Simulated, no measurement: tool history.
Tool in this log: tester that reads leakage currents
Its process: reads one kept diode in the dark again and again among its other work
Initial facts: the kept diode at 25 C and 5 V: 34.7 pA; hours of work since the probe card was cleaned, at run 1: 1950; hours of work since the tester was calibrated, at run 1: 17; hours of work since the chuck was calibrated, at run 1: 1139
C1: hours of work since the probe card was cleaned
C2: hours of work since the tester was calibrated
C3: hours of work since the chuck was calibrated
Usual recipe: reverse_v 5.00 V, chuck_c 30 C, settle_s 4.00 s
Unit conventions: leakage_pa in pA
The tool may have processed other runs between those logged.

{"run": 1, "hour": 0.0, "reverse_v": 5.0, "chuck_c": 30, "settle_s": 4.0, "C1": 1950, "C2": 17, "C3": 1139, "leakage_pa": 58.41}
{"run": 2, "hour": 153.2, "reverse_v": 5.0, "chuck_c": 30, "settle_s": 4.0, "C1": 2053, "C2": 120, "C3": 1242, "leakage_pa": 58.1}
{"run": 3, "hour": 314.0, "reverse_v": 5.0, "chuck_c": 30, "settle_s": 4.0, "C1": 2161, "C2": 228, "C3": 1350, "leakage_pa": 58.39}
{"run": 4, "hour": 474.8, "reverse_v": 5.0, "chuck_c": 30, "settle_s": 4.0, "C1": 2269, "C2": 336, "C3": 1458, "leakage_pa": 58.33}
{"run": 5, "hour": 585.4, "reverse_v": 5.0, "chuck_c": 30, "settle_s": 4.0, "C1": 2344, "C2": 411, "C3": 1532, "leakage_pa": 58.14}
{"run": 6, "hour": 653.6, "reverse_v": 5.0, "chuck_c": 30, "settle_s": 4.0, "C1": 2389, "C2": 456, "C3": 1578, "leakage_pa": 58.33}
{"run": 7, "hour": 798.8, "reverse_v": 5.0, "chuck_c": 30, "settle_s": 4.0, "C1": 2487, "C2": 554, "C3": 1676, "leakage_pa": 57.94}
{"hour": 895.0, "done": "chuck's temperature calibrated"}
{"run": 8, "hour": 904.9, "reverse_v": 5.0, "chuck_c": 30, "settle_s": 4.0, "C1": 2557, "C2": 624, "C3": 7, "leakage_pa": 51.68}
{"run": 9, "hour": 1048.8, "reverse_v": 5.0, "chuck_c": 30, "settle_s": 4.0, "C1": 2654, "C2": 720, "C3": 103, "leakage_pa": 52.03}
{"run": 10, "hour": 1119.2, "reverse_v": 1.4, "chuck_c": 30, "settle_s": 4.0, "C1": 2701, "C2": 768, "C3": 151, "leakage_pa": 26.36}
{"run": 11, "hour": 1229.5, "reverse_v": 5.0, "chuck_c": 30, "settle_s": 4.0, "C1": 2775, "C2": 842, "C3": 225, "leakage_pa": 51.79}
{"hour": 1298.8, "done": "probe card cleaned and baked"}
{"run": 12, "hour": 1306.1, "reverse_v": 5.0, "chuck_c": 30, "settle_s": 4.0, "C1": 5, "C2": 891, "C3": 274, "leakage_pa": 37.6}
{"run": 13, "hour": 1394.4, "reverse_v": 5.0, "chuck_c": 55, "settle_s": 0.38, "C1": 64, "C2": 951, "C3": 333, "leakage_pa": 346.07}
{"hour": 1434.9, "done": "chuck's temperature calibrated, once more"}
{"run": 14, "hour": 1485.2, "reverse_v": 2.09, "chuck_c": 30, "settle_s": 4.0, "C1": 124, "C2": 1010, "C3": 34, "leakage_pa": 39.06}
{"run": 15, "hour": 1630.7, "reverse_v": 2.09, "chuck_c": 30, "settle_s": 4.0, "C1": 222, "C2": 1108, "C3": 132, "leakage_pa": 38.84}
{"run": 16, "hour": 1787.5, "reverse_v": 2.09, "chuck_c": 30, "settle_s": 4.0, "C1": 327, "C2": 1213, "C3": 237, "leakage_pa": 38.58}
{"run": 17, "hour": 1896.3, "reverse_v": 3.6, "chuck_c": 55, "settle_s": 4.0, "C1": 400, "C2": 1286, "C3": 310, "leakage_pa": 410.5}
{"run": 18, "hour": 1994.8, "reverse_v": 15.62, "chuck_c": 24, "settle_s": 2.17, "C1": 466, "C2": 1353, "C3": 376, "leakage_pa": 56.48}
{"run": 19, "hour": 2118.4, "reverse_v": 3.68, "chuck_c": 24, "settle_s": 0.66, "C1": 549, "C2": 1436, "C3": 459, "leakage_pa": 29.79}
{"run": 20, "hour": 2240.4, "reverse_v": 3.68, "chuck_c": 24, "settle_s": 0.66, "C1": 631, "C2": 1518, "C3": 541, "leakage_pa": 29.72}
{"run": 21, "hour": 2392.9, "reverse_v": 1.43, "chuck_c": 34, "settle_s": 0.62, "C1": 734, "C2": 1620, "C3": 643, "leakage_pa": 46.31}
{"run": 22, "hour": 2532.5, "reverse_v": 9.73, "chuck_c": 34, "settle_s": 0.62, "C1": 827, "C2": 1714, "C3": 737, "leakage_pa": 108.73}
{"run": 23, "hour": 2622.0, "reverse_v": 1.57, "chuck_c": 39, "settle_s": 5.69, "C1": 887, "C2": 1774, "C3": 797, "leakage_pa": 72.4}

For run 24, what comes out?
{"run": 24, "hour": 2727.1, "reverse_v": 2.22, "chuck_c": 28, "settle_s": 4.77, "C1": 958, "C2": 1845, "C3": 868, "leakage_pa": "?"}

Run 24 yielded leakage_pa 31.55 pA.
On a tool with no hidden condition, and with the same random variation, this run would have come out at leakage_pa 33.44 pA.

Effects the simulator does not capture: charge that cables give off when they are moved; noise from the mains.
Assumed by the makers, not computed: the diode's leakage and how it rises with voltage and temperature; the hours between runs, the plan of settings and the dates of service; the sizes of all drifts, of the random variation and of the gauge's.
